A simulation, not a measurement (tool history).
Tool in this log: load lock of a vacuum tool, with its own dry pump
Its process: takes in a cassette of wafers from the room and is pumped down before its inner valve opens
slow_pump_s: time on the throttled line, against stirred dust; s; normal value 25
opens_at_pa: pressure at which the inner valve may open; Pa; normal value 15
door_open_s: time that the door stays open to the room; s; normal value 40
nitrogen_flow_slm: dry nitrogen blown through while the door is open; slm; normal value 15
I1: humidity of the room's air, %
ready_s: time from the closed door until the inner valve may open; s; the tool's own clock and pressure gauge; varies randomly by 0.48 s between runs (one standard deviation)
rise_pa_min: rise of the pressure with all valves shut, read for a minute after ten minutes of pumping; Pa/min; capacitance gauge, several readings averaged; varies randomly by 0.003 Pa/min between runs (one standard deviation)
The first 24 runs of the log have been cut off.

run 25 hour=3352.7 | slow_pump_s=25 opens_at_pa=23 door_open_s=40 nitrogen_flow_slm=10 | I1=47.6 | ready_s=63.0 rise_pa_min=0.063
run 26 hour=3460.7 | slow_pump_s=25 opens_at_pa=23 door_open_s=40 nitrogen_flow_slm=10 | I1=46.3 | ready_s=61.8 rise_pa_min=0.065
run 27 hour=3575.0 | slow_pump_s=25 opens_at_pa=12 door_open_s=44 nitrogen_flow_slm=10 | I1=42.9 | ready_s=66.5 rise_pa_min=0.068
run 28 hour=3686.1 | slow_pump_s=25 opens_at_pa=12 door_open_s=44 nitrogen_flow_slm=10 | I1=44.5 | ready_s=65.7 rise_pa_min=0.062
run 29 hour=3838.8 | slow_pump_s=25 opens_at_pa=12 door_open_s=120 nitrogen_flow_slm=25 | I1=42.8 | ready_s=66.6 rise_pa_min=0.069
run 30 hour=3919.8 | slow_pump_s=25 opens_at_pa=12 door_open_s=120 nitrogen_flow_slm=25 | I1=47.0 | ready_s=66.6 rise_pa_min=0.073
run 31 hour=4028.5 | slow_pump_s=25 opens_at_pa=15 door_open_s=223 nitrogen_flow_slm=5 | I1=47.3 | ready_s=65.8 rise_pa_min=0.146
run 32 hour=4126.6 | slow_pump_s=25 opens_at_pa=15 door_open_s=40 nitrogen_flow_slm=10 | I1=45.2 | ready_s=65.1 rise_pa_min=0.080
run 33 hour=4212.7 | slow_pump_s=25 opens_at_pa=15 door_open_s=40 nitrogen_flow_slm=10 | I1=45.9 | ready_s=64.3 rise_pa_min=0.076
run 34 hour=4373.3 | slow_pump_s=25 opens_at_pa=15 door_open_s=40 nitrogen_flow_slm=10 | I1=46.9 | ready_s=65.5 rise_pa_min=0.072
run 35 hour=4505.8 | slow_pump_s=42 opens_at_pa=15 door_open_s=40 nitrogen_flow_slm=10 | I1=44.9 | ready_s=77.9 rise_pa_min=0.080
run 36 hour=4653.3 | slow_pump_s=15 opens_at_pa=10 door_open_s=27 nitrogen_flow_slm=9 | I1=46.3 | ready_s=61.1 rise_pa_min=0.074
run 37 hour=4767.9 | slow_pump_s=15 opens_at_pa=18 door_open_s=27 nitrogen_flow_slm=9 | I1=46.4 | ready_s=57.2 rise_pa_min=0.072

4 options for the next run, each taken on its own from the tool as it stands now. Forecast them:
run A hour=4943.5 | slow_pump_s=15 opens_at_pa=18 door_open_s=27 nitrogen_flow_slm=8 | I1=45.0 | ready_s=? rise_pa_min=?
run B hour=4943.5 | slow_pump_s=15 opens_at_pa=28 door_open_s=51 nitrogen_flow_slm=8 | I1=41.5 | ready_s=? rise_pa_min=?
run C hour=4943.5 | slow_pump_s=42 opens_at_pa=18 door_open_s=163 nitrogen_flow_slm=9 | I1=45.0 | ready_s=? rise_pa_min=?
run D hour=4943.5 | slow_pump_s=28 opens_at_pa=15 door_open_s=79 nitrogen_flow_slm=15 | I1=49.5 | ready_s=? rise_pa_min=?

run=A ready_s=57.6 rise_pa_min=0.077
run=B ready_s=54.8 rise_pa_min=0.091
run=C ready_s=77.1 rise_pa_min=0.121
run=D ready_s=68.5 rise_pa_min=0.095
Without the tool's unlogged condition, the same runs would have read:
run=A ready_s=53.1 rise_pa_min=0.021
run=B ready_s=50.5 rise_pa_min=0.035
run=C ready_s=73.4 rise_pa_min=0.064
run=D ready_s=64.2 rise_pa_min=0.038
